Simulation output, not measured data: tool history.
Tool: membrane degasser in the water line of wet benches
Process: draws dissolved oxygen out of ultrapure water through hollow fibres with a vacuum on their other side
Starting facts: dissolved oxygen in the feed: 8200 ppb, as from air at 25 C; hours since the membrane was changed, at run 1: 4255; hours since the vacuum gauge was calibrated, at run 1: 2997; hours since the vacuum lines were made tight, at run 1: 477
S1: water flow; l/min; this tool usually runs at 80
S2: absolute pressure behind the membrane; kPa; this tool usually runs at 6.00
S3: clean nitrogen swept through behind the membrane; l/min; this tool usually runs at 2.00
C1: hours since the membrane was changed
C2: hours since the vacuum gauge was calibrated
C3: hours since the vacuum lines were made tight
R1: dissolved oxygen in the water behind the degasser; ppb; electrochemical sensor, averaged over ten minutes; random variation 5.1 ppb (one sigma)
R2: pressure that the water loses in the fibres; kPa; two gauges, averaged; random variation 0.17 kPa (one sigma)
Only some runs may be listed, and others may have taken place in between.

{"run": 1, "hour": 0.0, "S1": 80, "S2": 6.0, "S3": 2.0, "C1": 4255, "C2": 2997, "C3": 477, "R1": 499.7, "R2": 25.33}
{"run": 2, "hour": 143.6, "S1": 80, "S2": 6.0, "S3": 2.0, "C1": 4398, "C2": 3141, "C3": 620, "R1": 512.5, "R2": 25.16}
{"run": 3, "hour": 222.1, "S1": 80, "S2": 6.0, "S3": 2.0, "C1": 4477, "C2": 3219, "C3": 699, "R1": 503.6, "R2": 25.2}
{"run": 4, "hour": 322.2, "S1": 80, "S2": 6.0, "S3": 2.0, "C1": 4577, "C2": 3320, "C3": 799, "R1": 510.0, "R2": 25.14}
{"run": 5, "hour": 418.2, "S1": 80, "S2": 6.0, "S3": 1.3, "C1": 4673, "C2": 3416, "C3": 895, "R1": 586.4, "R2": 25.22}
{"run": 6, "hour": 528.1, "S1": 91, "S2": 6.0, "S3": 1.3, "C1": 4783, "C2": 3525, "C3": 1005, "R1": 672.5, "R2": 28.69}
{"run": 7, "hour": 641.0, "S1": 80, "S2": 6.0, "S3": 2.0, "C1": 4896, "C2": 3638, "C3": 1118, "R1": 509.7, "R2": 24.93}
{"run": 8, "hour": 754.7, "S1": 80, "S2": 14.86, "S3": 2.0, "C1": 5010, "C2": 3752, "C3": 1231, "R1": 1109.0, "R2": 25.22}
{"run": 9, "hour": 831.6, "S1": 80, "S2": 6.0, "S3": 5.62, "C1": 5086, "C2": 3829, "C3": 1308, "R1": 391.5, "R2": 25.14}
{"run": 10, "hour": 897.9, "S1": 80, "S2": 6.0, "S3": 2.0, "C1": 5153, "C2": 3895, "C3": 1374, "R1": 509.2, "R2": 25.27}
{"run": 11, "hour": 999.5, "S1": 80, "S2": 6.0, "S3": 2.0, "C1": 5254, "C2": 3997, "C3": 1476, "R1": 505.9, "R2": 25.32}
{"run": 12, "hour": 1098.4, "S1": 80, "S2": 6.0, "S3": 2.0, "C1": 5353, "C2": 4096, "C3": 1575, "R1": 505.9, "R2": 25.33}
{"run": 13, "hour": 1240.8, "S1": 80, "S2": 6.0, "S3": 2.0, "C1": 5496, "C2": 4238, "C3": 1717, "R1": 504.2, "R2": 25.27}
{"run": 14, "hour": 1340.6, "S1": 80, "S2": 6.0, "S3": 2.0, "C1": 5595, "C2": 4338, "C3": 1817, "R1": 503.7, "R2": 25.13}
{"run": 15, "hour": 1444.2, "S1": 80, "S2": 6.0, "S3": 2.0, "C1": 5699, "C2": 4442, "C3": 1921, "R1": 507.4, "R2": 25.32}
{"run": 16, "hour": 1556.0, "S1": 80, "S2": 6.0, "S3": 2.0, "C1": 5811, "C2": 4553, "C3": 2033, "R1": 511.2, "R2": 25.28}
{"run": 17, "hour": 1621.3, "S1": 56, "S2": 14.22, "S3": 0.91, "C1": 5876, "C2": 4619, "C3": 2098, "R1": 1245.3, "R2": 17.6}
{"run": 18, "hour": 1703.1, "S1": 56, "S2": 14.22, "S3": 0.91, "C1": 5958, "C2": 4700, "C3": 2180, "R1": 1244.9, "R2": 17.61}
{"run": 19, "hour": 1845.7, "S1": 56, "S2": 14.22, "S3": 0.91, "C1": 6101, "C2": 4843, "C3": 2322, "R1": 1244.4, "R2": 17.69}
{"run": 20, "hour": 1999.5, "S1": 56, "S2": 12.95, "S3": 2.0, "C1": 6254, "C2": 4997, "C3": 2476, "R1": 706.3, "R2": 17.86}
{"run": 21, "hour": 2099.5, "S1": 56, "S2": 12.95, "S3": 2.0, "C1": 6354, "C2": 5097, "C3": 2576, "R1": 726.3, "R2": 17.77}
{"run": 22, "hour": 2203.1, "S1": 56, "S2": 12.95, "S3": 2.0, "C1": 6458, "C2": 5200, "C3": 2680, "R1": 712.1, "R2": 17.89}
{"run": 23, "hour": 2330.6, "S1": 127, "S2": 6.76, "S3": 5.52, "C1": 6585, "C2": 5328, "C3": 2807, "R1": 702.3, "R2": 40.24}
{"run": 24, "hour": 2404.7, "S1": 110, "S2": 5.07, "S3": 2.18, "C1": 6659, "C2": 5402, "C3": 2881, "R1": 609.8, "R2": 34.32}
{"run": 25, "hour": 2495.2, "S1": 110, "S2": 7.94, "S3": 3.21, "C1": 6750, "C2": 5493, "C3": 2972, "R1": 738.6, "R2": 34.29}
{"run": 26, "hour": 2647.3, "S1": 110, "S2": 7.94, "S3": 3.21, "C1": 6902, "C2": 5645, "C3": 3124, "R1": 746.2, "R2": 34.94}
{"run": 27, "hour": 2786.4, "S1": 110, "S2": 7.94, "S3": 3.21, "C1": 7041, "C2": 5784, "C3": 3263, "R1": 731.1, "R2": 34.91}
{"run": 28, "hour": 2872.5, "S1": 80, "S2": 7.8, "S3": 3.03, "C1": 7127, "C2": 5870, "C3": 3349, "R1": 535.9, "R2": 25.42}
{"run": 29, "hour": 3010.5, "S1": 80, "S2": 9.5, "S3": 2.51, "C1": 7265, "C2": 6008, "C3": 3487, "R1": 680.3, "R2": 25.22}
{"run": 30, "hour": 3073.8, "S1": 69, "S2": 6.0, "S3": 1.45, "C1": 7329, "C2": 6071, "C3": 3550, "R1": 482.5, "R2": 21.97}
{"run": 31, "hour": 3140.5, "S1": 80, "S2": 6.0, "S3": 2.77, "C1": 7395, "C2": 6138, "C3": 3617, "R1": 468.0, "R2": 25.66}
{"run": 32, "hour": 3276.9, "S1": 80, "S2": 6.0, "S3": 2.77, "C1": 7532, "C2": 6274, "C3": 3753, "R1": 460.8, "R2": 25.02}

Branching from run 32: 3 alternative next runs. What would each branch give?
{"run": "A", "hour": 3373.0, "S1": 80, "S2": 6.0, "S3": 2.17, "C1": 7628, "C2": 6370, "C3": 3850, "R1": "?", "R2": "?"}
{"run": "B", "hour": 3373.0, "S1": 56, "S2": 6.0, "S3": 2.77, "C1": 7628, "C2": 6370, "C3": 3850, "R1": "?", "R2": "?"}
{"run": "C", "hour": 3373.0, "S1": 72, "S2": 3.71, "S3": 2.0, "C1": 7628, "C2": 6370, "C3": 3850, "R1": "?", "R2": "?"}

run=A R1=503.9 R2=25.56
run=B R1=306.3 R2=17.68
run=C R1=297.7 R2=22.74
What these runs would have given with no unlogged condition in the tool:
run=A R1=502.8 R2=25.54
run=B R1=305.6 R2=17.67
run=C R1=296.7 R2=22.72
